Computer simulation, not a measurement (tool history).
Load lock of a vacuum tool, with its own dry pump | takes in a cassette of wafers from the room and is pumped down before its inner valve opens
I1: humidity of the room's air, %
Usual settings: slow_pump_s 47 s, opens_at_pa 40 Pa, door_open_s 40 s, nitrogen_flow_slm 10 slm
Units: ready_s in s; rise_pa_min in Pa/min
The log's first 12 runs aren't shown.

Run 13, day 147.729: usual settings; I1 43.7. Result: ready_s 77.6 s, rise_pa_min 0.267 Pa/min.
Run 14, day 164.983: usual settings; I1 44.8. Result: ready_s 78.5 s, rise_pa_min 0.281 Pa/min.
Run 15, day 172.946: usual settings; I1 47.5. Result: ready_s 78 s, rise_pa_min 0.293 Pa/min.
Run 16, day 185.496: usual settings; I1 46.4. Result: ready_s 77.9 s, rise_pa_min 0.301 Pa/min.
Run 17, day 197.258: usual settings but slow_pump_s 83 s; I1 50.2. Result: ready_s 107.9 s, rise_pa_min 0.293 Pa/min.
Run 18, day 207.129: usual settings but slow_pump_s 83 s; I1 44.4. Result: ready_s 107.5 s, rise_pa_min 0.306 Pa/min.
At day 214.929: dry pump taken out, an overhauled one fitted.
Run 19, day 215.954: usual settings but door_open_s 37 s; I1 49.2. Result: ready_s 75.1 s, rise_pa_min 0.312 Pa/min.
Run 20, day 228.212: usual settings but opens_at_pa 72 Pa, door_open_s 159 s, nitrogen_flow_slm 7 slm; I1 45.4. Result: ready_s 72.4 s, rise_pa_min 0.359 Pa/min.
Run 21, day 238.854: usual settings but opens_at_pa 72 Pa, door_open_s 159 s, nitrogen_flow_slm 7 slm; I1 44.6. Result: ready_s 72.3 s, rise_pa_min 0.358 Pa/min.
Run 22, day 255.096: usual settings but slow_pump_s 28 s, opens_at_pa 71 Pa; I1 48.5. Result: ready_s 56.6 s, rise_pa_min 0.335 Pa/min.
Run 23, day 267.554: usual settings but opens_at_pa 65 Pa; I1 45.4. Result: ready_s 73 s, rise_pa_min 0.346 Pa/min.
Run 24, day 278.229: usual settings but opens_at_pa 48 Pa; I1 43.2. Result: ready_s 74.7 s, rise_pa_min 0.349 Pa/min.
Run 25, day 289.196: usual settings but slow_pump_s 34 s, opens_at_pa 48 Pa, nitrogen_flow_slm 21 slm; I1 44.6. Result: ready_s 64.2 s, rise_pa_min 0.343 Pa/min.
Run 26, day 301.438: usual settings but door_open_s 26 s, nitrogen_flow_slm 24 slm; I1 43.8. Result: ready_s 75.1 s, rise_pa_min 0.343 Pa/min.
Run 27, day 311.762: usual settings but opens_at_pa 46 Pa, door_open_s 216 s, nitrogen_flow_slm 24 slm; I1 47.7. Result: ready_s 74.5 s, rise_pa_min 0.393 Pa/min.
Run 28, day 328.15: usual settings but slow_pump_s 57 s; I1 42.4. Result: ready_s 83.9 s, rise_pa_min 0.38 Pa/min.
Run 29, day 336.454: usual settings but slow_pump_s 57 s, door_open_s 30 s; I1 46.7. Result: ready_s 83.5 s, rise_pa_min 0.375 Pa/min.
Run 30, day 347.95: usual settings but slow_pump_s 36 s, opens_at_pa 32 Pa, door_open_s 30 s; I1 44.9. Result: ready_s 67.6 s, rise_pa_min 0.381 Pa/min.
Run 31, day 355.596: usual settings but nitrogen_flow_slm 44 slm; I1 47. Result: ready_s 76.2 s, rise_pa_min 0.371 Pa/min.
Run 32, day 366.271: usual settings but opens_at_pa 41 Pa, door_open_s 165 s, nitrogen_flow_slm 44 slm; I1 42.1. Result: ready_s 76.1 s, rise_pa_min 0.407 Pa/min.
Run 33, day 382.758: usual settings but opens_at_pa 41 Pa, door_open_s 165 s, nitrogen_flow_slm 44 slm; I1 45.6. Result: ready_s 76 s, rise_pa_min 0.42 Pa/min.
Run 34, day 399.983: usual settings; I1 45.2. Result: ready_s 76.4 s, rise_pa_min 0.418 Pa/min.
Run 35, day 409.75: usual settings but slow_pump_s 32 s, opens_at_pa 31 Pa, door_open_s 78 s, nitrogen_flow_slm 21 slm; I1 46.7. Result: ready_s 64.8 s, rise_pa_min 0.423 Pa/min.
Run 36, day 425.204: usual settings but slow_pump_s 55 s, door_open_s 39 s; I1 46.6. Result: ready_s 82.1 s, rise_pa_min 0.432 Pa/min.
Run 37, day 436.433: usual settings but slow_pump_s 86 s, opens_at_pa 34 Pa, nitrogen_flow_slm 43 slm; I1 40.2. Result: ready_s 108.7 s, rise_pa_min 0.426 Pa/min.

Forecast each of these 3 alternatives for the next run:
Run A, day 448.775: usual settings but slow_pump_s 86 s, opens_at_pa 34 Pa, nitrogen_flow_slm 9 slm; I1 48.3. Result: ready_s ?, rise_pa_min ?.
Run B, day 448.775: usual settings but slow_pump_s 29 s, door_open_s 78 s, nitrogen_flow_slm 13 slm; I1 42.8. Result: ready_s ?, rise_pa_min ?.
Run C, day 448.775: usual settings but slow_pump_s 86 s, opens_at_pa 45 Pa, door_open_s 114 s, nitrogen_flow_slm 22 slm; I1 43.4. Result: ready_s ?, rise_pa_min ?.

run  ready_s  rise_pa_min
  A    109.1        0.458
  B     60.9        0.467
  C      108        0.467
Without the tool's hidden state the same runs would have given:
run  ready_s  rise_pa_min
  A    108.1         0.03
  B     59.7        0.038
  C    107.1        0.039

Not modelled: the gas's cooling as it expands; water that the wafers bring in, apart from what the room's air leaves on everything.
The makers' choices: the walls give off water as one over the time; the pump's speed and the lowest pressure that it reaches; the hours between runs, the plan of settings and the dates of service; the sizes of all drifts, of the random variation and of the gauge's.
